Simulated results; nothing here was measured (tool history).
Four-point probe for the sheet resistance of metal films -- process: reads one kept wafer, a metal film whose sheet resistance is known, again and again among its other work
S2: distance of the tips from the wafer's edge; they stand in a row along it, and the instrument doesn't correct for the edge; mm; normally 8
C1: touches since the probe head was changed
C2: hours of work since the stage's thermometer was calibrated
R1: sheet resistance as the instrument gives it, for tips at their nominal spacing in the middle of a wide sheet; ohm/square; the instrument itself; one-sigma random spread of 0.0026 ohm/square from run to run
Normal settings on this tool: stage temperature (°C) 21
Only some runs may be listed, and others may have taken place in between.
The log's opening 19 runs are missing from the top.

run 20 hour=1108.2 | stage_temperature_(°C)=21 S2=8 | C1=51652 C2=742 | R1=12.900518
run 21 hour=1171.3 | stage_temperature_(°C)=25 S2=8 | C1=53027 C2=770 | R1=12.941100
run 22 hour=1219.4 | stage_temperature_(°C)=25 S2=6 | C1=54075 C2=791 | R1=12.961875
run 23 hour=1286.2 | stage_temperature_(°C)=34 S2=5 | C1=55530 C2=821 | R1=13.071200
run 24 hour=1328.9 | stage_temperature_(°C)=19 S2=61 | C1=56461 C2=839 | R1=12.852479
run 25 hour=1402.5 | stage_temperature_(°C)=22 S2=8 | C1=58066 C2=872 | R1=12.917074
run 26 hour=1444.7 | stage_temperature_(°C)=33 S2=13 | C1=58985 C2=891 | R1=13.009232
run 27 hour=1521.4 | stage_temperature_(°C)=32 S2=7 | C1=60656 C2=924 | R1=13.018081
run 28 hour=1561.1 | stage_temperature_(°C)=29 S2=3 | C1=61522 C2=942 | R1=13.149318
run 29 hour=1617.3 | stage_temperature_(°C)=25 S2=8 | C1=62745 C2=967 | R1=12.951913
run 30 hour=1660.9 | stage_temperature_(°C)=23 S2=8 | C1=63698 C2=986 | R1=12.935682
run 31 hour=1706.3 | stage_temperature_(°C)=29 S2=5 | C1=64685 C2=1006 | R1=13.033732
run 32 hour=1751.2 | stage_temperature_(°C)=29 S2=5 | C1=65665 C2=1026 | R1=13.039102
run 33 hour=1802.3 | stage_temperature_(°C)=27 S2=24 | C1=66778 C2=1049 | R1=12.954376
run 34 hour=1856.3 | stage_temperature_(°C)=25 S2=4 | C1=67955 C2=1072 | R1=13.030427
run 35 hour=1920.3 | stage_temperature_(°C)=20 S2=33 | C1=69350 C2=1101 | R1=12.877671
run 36 hour=2002.7 | stage_temperature_(°C)=30 S2=3 | C1=71145 C2=1137 | R1=13.169999
run 37 hour=2055.6 | stage_temperature_(°C)=30 S2=3 | C1=72298 C2=1161 | R1=13.172197
run 38 hour=2109.8 | stage_temperature_(°C)=30 S2=3 | C1=73479 C2=1185 | R1=13.176686
run 39 hour=2155.1 | stage_temperature_(°C)=30 S2=3 | C1=74466 C2=1205 | R1=13.180341

Expected results for the next run?
run 40 hour=2234.1 | stage_temperature_(°C)=22 S2=8 | C1=76187 C2=1239 | R1=?

R1: 12.933029 ohm/square
Take away the tool's hidden state, keep the run-to-run variation as it was, and the same run would have given R1 12.843075 ohm/square.
